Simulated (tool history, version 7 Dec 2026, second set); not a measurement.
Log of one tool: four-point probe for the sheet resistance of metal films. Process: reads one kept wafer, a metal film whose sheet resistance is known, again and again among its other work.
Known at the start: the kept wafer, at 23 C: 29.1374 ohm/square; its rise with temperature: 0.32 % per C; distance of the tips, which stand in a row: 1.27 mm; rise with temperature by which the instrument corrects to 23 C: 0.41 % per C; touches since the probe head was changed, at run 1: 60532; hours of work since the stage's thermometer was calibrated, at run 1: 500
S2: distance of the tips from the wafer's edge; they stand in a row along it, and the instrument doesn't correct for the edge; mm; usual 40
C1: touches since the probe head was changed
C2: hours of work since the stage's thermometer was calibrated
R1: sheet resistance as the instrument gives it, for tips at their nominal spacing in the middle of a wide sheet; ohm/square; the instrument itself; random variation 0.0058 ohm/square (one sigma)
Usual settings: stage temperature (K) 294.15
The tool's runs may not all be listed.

{"run": 1, "day": 0.0, "stage temperature (K)": 294.15, "S2": 40, "C1": 60532, "C2": 500, "R1": 29.30156}
{"run": 2, "day": 0.338, "stage temperature (K)": 295.15, "S2": 40, "C1": 61038, "C2": 507, "R1": 29.281361}
{"run": 3, "day": 0.992, "stage temperature (K)": 294.15, "S2": 62, "C1": 62017, "C2": 518, "R1": 29.294753}
{"run": 4, "day": 1.754, "stage temperature (K)": 294.15, "S2": 62, "C1": 63159, "C2": 532, "R1": 29.295418}
{"day": 1.821, "done": "stage's thermometer calibrated"}
{"run": 5, "day": 2.271, "stage temperature (K)": 294.15, "S2": 62, "C1": 63904, "C2": 8, "R1": 29.304253}
{"run": 6, "day": 2.729, "stage temperature (K)": 294.15, "S2": 62, "C1": 64585, "C2": 16, "R1": 29.3023}
{"day": 3.238, "done": "stage's thermometer calibrated, once more"}
{"run": 7, "day": 3.292, "stage temperature (K)": 296.15, "S2": 40, "C1": 65399, "C2": 1, "R1": 29.280885}
{"run": 8, "day": 3.838, "stage temperature (K)": 305.15, "S2": 5, "C1": 66213, "C2": 11, "R1": 30.034884}
{"run": 9, "day": 4.179, "stage temperature (K)": 301.15, "S2": 5, "C1": 66729, "C2": 17, "R1": 30.131416}
{"run": 10, "day": 4.65, "stage temperature (K)": 307.15, "S2": 24, "C1": 67429, "C2": 25, "R1": 29.061429}
{"run": 11, "day": 5.108, "stage temperature (K)": 300.15, "S2": 5, "C1": 68115, "C2": 34, "R1": 30.167641}
{"run": 12, "day": 5.588, "stage temperature (K)": 300.15, "S2": 5, "C1": 68835, "C2": 42, "R1": 30.160228}
{"run": 13, "day": 6.304, "stage temperature (K)": 294.15, "S2": 13, "C1": 69909, "C2": 55, "R1": 29.478}
{"run": 14, "day": 6.971, "stage temperature (K)": 294.15, "S2": 8, "C1": 70907, "C2": 67, "R1": 29.724454}

Some steps in R1 between neighbouring runs. How much of each would the tool show without its hidden state too (settings, what came in, random variation), and how much is left for the hidden state, with any gauge scatter that isn't in both results?
The hidden state here: inner tips' distance over the nominal, %; tips' flats over new ones', %; wafer's true temperature over the reading, C; drift of the gauge itself on sheet_ohm, %.
Run 6 -> 7: stage temperature (K) 294.15 -> 296.15, S2 62 -> 40, stage's thermometer calibrated, once more. R1 -0.021415 ohm/square: hidden state +0.028517, all else -0.049932.
Run 10 -> 11: stage temperature (K) 307.15 -> 300.15, S2 24 -> 5. R1 +1.106212 ohm/square: hidden state +0.005611, all else +1.100601.

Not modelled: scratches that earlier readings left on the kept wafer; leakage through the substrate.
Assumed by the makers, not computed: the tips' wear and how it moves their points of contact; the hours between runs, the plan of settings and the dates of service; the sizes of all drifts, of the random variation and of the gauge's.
